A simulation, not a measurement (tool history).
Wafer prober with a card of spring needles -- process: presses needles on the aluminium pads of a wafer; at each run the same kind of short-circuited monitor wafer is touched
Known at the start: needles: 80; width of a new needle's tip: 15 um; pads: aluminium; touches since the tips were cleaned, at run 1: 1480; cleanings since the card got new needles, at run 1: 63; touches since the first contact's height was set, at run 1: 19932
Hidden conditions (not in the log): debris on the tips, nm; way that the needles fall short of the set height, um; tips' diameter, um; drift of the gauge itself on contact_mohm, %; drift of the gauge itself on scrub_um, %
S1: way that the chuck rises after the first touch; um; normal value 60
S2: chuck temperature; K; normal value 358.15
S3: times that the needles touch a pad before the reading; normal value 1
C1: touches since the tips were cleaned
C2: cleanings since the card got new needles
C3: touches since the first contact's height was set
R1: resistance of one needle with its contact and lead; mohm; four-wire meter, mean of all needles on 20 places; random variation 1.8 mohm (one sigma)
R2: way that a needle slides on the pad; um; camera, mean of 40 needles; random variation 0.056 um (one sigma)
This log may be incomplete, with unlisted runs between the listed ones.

run 1 hour=0 | S1=60 S2=358.15 S3=1 | C1=1480 C2=63 C3=19932 | R1=179 R2=7.71
-- hour=3.7 tips cleaned on abrasive film
-- hour=11 tips cleaned on abrasive film
-- hour=20.1 tips cleaned on abrasive film
-- hour=27.4 tips cleaned on abrasive film
-- hour=36.5 tips cleaned on abrasive film
-- hour=45.7 tips cleaned on abrasive film
-- hour=54.8 tips cleaned on abrasive film
-- hour=62.1 tips cleaned on abrasive film
-- hour=71.2 tips cleaned on abrasive film
run 2 hour=78.4 | S1=60 S2=358.15 S3=3 | C1=1994 C2=72 C3=41376 | R1=178 R2=7.6
-- hour=80.3 tips cleaned on abrasive film
-- hour=87.6 tips cleaned on abrasive film
-- hour=94.9 tips cleaned on abrasive film
-- hour=104 tips cleaned on abrasive film
-- hour=111.4 tips cleaned on abrasive film
-- hour=118.7 tips cleaned on abrasive film
-- hour=127.8 tips cleaned on abrasive film
-- hour=135.1 tips cleaned on abrasive film
run 3 hour=142 | S1=60 S2=358.15 S3=3 | C1=1903 C2=80 C3=58739 | R1=182 R2=7.57
-- hour=143.9 tips cleaned on abrasive film
-- hour=149.6 height of the first contact set anew
-- hour=151.5 tips cleaned on abrasive film
-- hour=158.8 tips cleaned on abrasive film
-- hour=167.9 tips cleaned on abrasive film
-- hour=177 tips cleaned on abrasive film
-- hour=184.3 tips cleaned on abrasive film
-- hour=191.6 tips cleaned on abrasive film
-- hour=200.7 tips cleaned on abrasive film
run 4 hour=206.4 | S1=45 S2=358.15 S3=1 | C1=1553 C2=88 C3=15517 | R1=186 R2=5.71
-- hour=208.3 tips cleaned on abrasive film
-- hour=215.6 tips cleaned on abrasive film
-- hour=224.7 tips cleaned on abrasive film
-- hour=233.8 tips cleaned on abrasive film
-- hour=241.1 tips cleaned on abrasive film
-- hour=250.2 tips cleaned on abrasive film
-- hour=257.5 tips cleaned on abrasive film
-- hour=264.8 tips cleaned on abrasive film
-- hour=272.1 tips cleaned on abrasive film
-- hour=281.3 tips cleaned on abrasive film
-- hour=290.4 tips cleaned on abrasive film
run 5 hour=290.8 | S1=60 S2=358.15 S3=1 | C1=123 C2=99 C3=38583 | R1=187 R2=7.69
-- hour=298.1 tips cleaned on abrasive film
-- hour=305.4 tips cleaned on abrasive film
-- hour=312.7 tips cleaned on abrasive film
-- hour=320.1 tips cleaned on abrasive film
-- hour=327.4 tips cleaned on abrasive film
-- hour=334.7 tips cleaned on abrasive film
run 6 hour=338.1 | S1=60 S2=308.15 S3=1 | C1=951 C2=105 C3=51503 | R1=174 R2=7.67
-- hour=343.6 tips cleaned on abrasive film
-- hour=350.9 tips cleaned on abrasive film
-- hour=358.2 tips cleaned on abrasive film
-- hour=365.6 tips cleaned on abrasive film
-- hour=372.9 tips cleaned on abrasive film
-- hour=373.2 height of the first contact set anew
-- hour=382.3 tips cleaned on abrasive film
-- hour=391.4 tips cleaned on abrasive film
-- hour=398.7 tips cleaned on abrasive film
run 7 hour=399 | S1=60 S2=308.15 S3=1 | C1=89 C2=113 C3=7071 | R1=172 R2=7.68
-- hour=406.3 tips cleaned on abrasive film
-- hour=413.6 tips cleaned on abrasive film
-- hour=421 tips cleaned on abrasive film
-- hour=430.1 tips cleaned on abrasive film
-- hour=439.2 tips cleaned on abrasive film
-- hour=446.5 tips cleaned on abrasive film
-- hour=455.6 tips cleaned on abrasive film
-- hour=462.9 tips cleaned on abrasive film
run 8 hour=469.6 | S1=60 S2=298.15 S3=1 | C1=1853 C2=121 C3=26379 | R1=171 R2=7.61
-- hour=471.5 tips cleaned on abrasive film
-- hour=480.6 tips cleaned on abrasive film
-- hour=487.9 tips cleaned on abrasive film
-- hour=495.2 tips cleaned on abrasive film
-- hour=504.4 tips cleaned on abrasive film
-- hour=511.7 tips cleaned on abrasive film
-- hour=519 tips cleaned on abrasive film
-- hour=526.3 tips cleaned on abrasive film
-- hour=535.4 tips cleaned on abrasive film
-- hour=544.5 tips cleaned on abrasive film
run 9 hour=546.9 | S1=60 S2=298.15 S3=1 | C1=667 C2=131 C3=47494 | R1=171 R2=7.63
-- hour=552.4 tips cleaned on abrasive film
-- hour=561.5 tips cleaned on abrasive film
-- hour=568.9 tips cleaned on abrasive film
-- hour=578 tips cleaned on abrasive film
-- hour=585.3 tips cleaned on abrasive film
-- hour=592.6 tips cleaned on abrasive film
-- hour=596.5 height of the first contact set anew
-- hour=602 tips cleaned on abrasive film
-- hour=611.1 tips cleaned on abrasive film
-- hour=618.4 tips cleaned on abrasive film
run 10 hour=622 | S1=60 S2=298.15 S3=1 | C1=993 C2=140 C3=6978 | R1=170 R2=7.63
-- hour=627.5 tips cleaned on abrasive film
-- hour=634.8 tips cleaned on abrasive film
-- hour=642.1 tips cleaned on abrasive film
-- hour=649.4 tips cleaned on abrasive film
-- hour=656.8 tips cleaned on abrasive film
-- hour=664.1 tips cleaned on abrasive film
-- hour=671.4 tips cleaned on abrasive film
-- hour=680.5 tips cleaned on abrasive film
-- hour=689.6 tips cleaned on abrasive film
-- hour=696.9 tips cleaned on abrasive film
run 11 hour=697.8 | S1=76 S2=298.15 S3=1 | C1=239 C2=150 C3=27665 | R1=168 R2=9.67
-- hour=705.1 tips cleaned on abrasive film
-- hour=714.2 tips cleaned on abrasive film
-- hour=723.3 tips cleaned on abrasive film
-- hour=732.4 tips cleaned on abrasive film
-- hour=741.5 tips cleaned on abrasive film
run 12 hour=742.4 | S1=68 S2=310.15 S3=2 | C1=229 C2=155 C3=39864 | R1=170 R2=8.67
-- hour=749.7 tips cleaned on abrasive film
-- hour=757 tips cleaned on abrasive film
-- hour=764.3 tips cleaned on abrasive film
-- hour=773.4 tips cleaned on abrasive film
-- hour=782.5 tips cleaned on abrasive film
-- hour=789.8 tips cleaned on abrasive film
-- hour=797.1 tips cleaned on abrasive film
-- hour=804.5 tips cleaned on abrasive film
-- hour=813.6 tips cleaned on abrasive film
-- hour=819.3 height of the first contact set anew
-- hour=823 tips cleaned on abrasive film
run 13 hour=826.4 | S1=57 S2=310.15 S3=3 | C1=943 C2=165 C3=1941 | R1=175 R2=7.26
-- hour=831.9 tips cleaned on abrasive film
-- hour=839.2 tips cleaned on abrasive film
-- hour=846.5 tips cleaned on abrasive film
-- hour=855.6 tips cleaned on abrasive film
-- hour=862.9 tips cleaned on abrasive film
-- hour=870.2 tips cleaned on abrasive film
-- hour=879.4 tips cleaned on abrasive film
-- hour=888.5 tips cleaned on abrasive film
run 14 hour=891.4 | S1=52 S2=322.15 S3=1 | C1=809 C2=173 C3=19706 | R1=175 R2=6.61
-- hour=896.9 tips cleaned on abrasive film
-- hour=904.2 tips cleaned on abrasive film
-- hour=911.5 tips cleaned on abrasive film
-- hour=918.8 tips cleaned on abrasive film
-- hour=928 tips cleaned on abrasive film
-- hour=935.3 tips cleaned on abrasive film
-- hour=942.9 tips cleaned on abrasive film
run 15 hour=942.9 | S1=64 S2=310.15 S3=2 | C1=0 C2=180 C3=33750 | R1=170 R2=8.12
-- hour=950.2 tips cleaned on abrasive film
-- hour=957.5 tips cleaned on abrasive film
-- hour=966.6 tips cleaned on abrasive film
-- hour=973.9 tips cleaned on abrasive film
-- hour=981.2 tips cleaned on abrasive film
-- hour=988.5 tips cleaned on abrasive film
-- hour=997.6 tips cleaned on abrasive film
-- hour=1004.9 tips cleaned on abrasive film
-- hour=1012.3 tips cleaned on abrasive film
run 16 hour=1017.3 | S1=55 S2=346.15 S3=2 | C1=1390 C2=189 C3=54092 | R1=182 R2=7.04
-- hour=1021 tips cleaned on abrasive film
-- hour=1028.3 tips cleaned on abrasive film
-- hour=1037.4 tips cleaned on abrasive film
-- hour=1041.3 height of the first contact set anew
-- hour=1046.8 tips cleaned on abrasive film
-- hour=1055.9 tips cleaned on abrasive film
-- hour=1063.2 tips cleaned on abrasive film
-- hour=1070.5 tips cleaned on abrasive film
-- hour=1079.7 tips cleaned on abrasive film
-- hour=1087 tips cleaned on abrasive film
run 17 hour=1093.9 | S1=55 S2=346.15 S3=2 | C1=1910 C2=198 C3=14378 | R1=182 R2=6.97
-- hour=1095.8 tips cleaned on abrasive film
-- hour=1104.9 tips cleaned on abrasive film
-- hour=1114 tips cleaned on abrasive film
-- hour=1121.3 tips cleaned on abrasive film
-- hour=1130.4 tips cleaned on abrasive film
-- hour=1137.7 tips cleaned on abrasive film
-- hour=1145 tips cleaned on abrasive film
-- hour=1152.4 tips cleaned on abrasive film
-- hour=1161.5 tips cleaned on abrasive film
-- hour=1168.8 tips cleaned on abrasive film
-- hour=1176.1 tips cleaned on abrasive film
run 18 hour=1177.2 | S1=69 S2=358.15 S3=1 | C1=310 C2=209 C3=37130 | R1=179 R2=8.84

What if the next run were any one of these 3? Each begins from the tool's condition after run 18:
-- hour=1184.5 tips cleaned on abrasive film
-- hour=1193.6 tips cleaned on abrasive film
-- hour=1200.9 tips cleaned on abrasive film
-- hour=1208.2 tips cleaned on abrasive film
-- hour=1217.4 tips cleaned on abrasive film
-- hour=1224.7 tips cleaned on abrasive film
-- hour=1232 tips cleaned on abrasive film
-- hour=1239.3 tips cleaned on abrasive film
-- hour=1248.4 tips cleaned on abrasive film
-- hour=1255.7 tips cleaned on abrasive film
run A hour=1261.3 | S1=60 S2=331.15 S3=1 | C1=1540 C2=219 C3=60114 | R1=? R2=?
-- hour=1184.5 tips cleaned on abrasive film
-- hour=1193.6 tips cleaned on abrasive film
-- hour=1200.9 tips cleaned on abrasive film
-- hour=1208.2 tips cleaned on abrasive film
-- hour=1217.4 tips cleaned on abrasive film
-- hour=1224.7 tips cleaned on abrasive film
-- hour=1232 tips cleaned on abrasive film
-- hour=1239.3 tips cleaned on abrasive film
-- hour=1248.4 tips cleaned on abrasive film
-- hour=1255.7 tips cleaned on abrasive film
run B hour=1261.3 | S1=60 S2=308.15 S3=1 | C1=1540 C2=219 C3=60114 | R1=? R2=?
-- hour=1184.5 tips cleaned on abrasive film
-- hour=1193.6 tips cleaned on abrasive film
-- hour=1200.9 tips cleaned on abrasive film
-- hour=1208.2 tips cleaned on abrasive film
-- hour=1217.4 tips cleaned on abrasive film
-- hour=1224.7 tips cleaned on abrasive film
-- hour=1232 tips cleaned on abrasive film
-- hour=1239.3 tips cleaned on abrasive film
-- hour=1248.4 tips cleaned on abrasive film
-- hour=1255.7 tips cleaned on abrasive film
run C hour=1261.3 | S1=53 S2=302.15 S3=1 | C1=1540 C2=219 C3=60114 | R1=? R2=?

run=A R1=176 R2=7.69
run=B R1=173 R2=7.58
run=C R1=174 R2=6.82
What these runs would have given with no unlogged condition in the tool:
run=A R1=175 R2=7.7
run=B R1=172 R2=7.6
run=C R1=174 R2=6.84
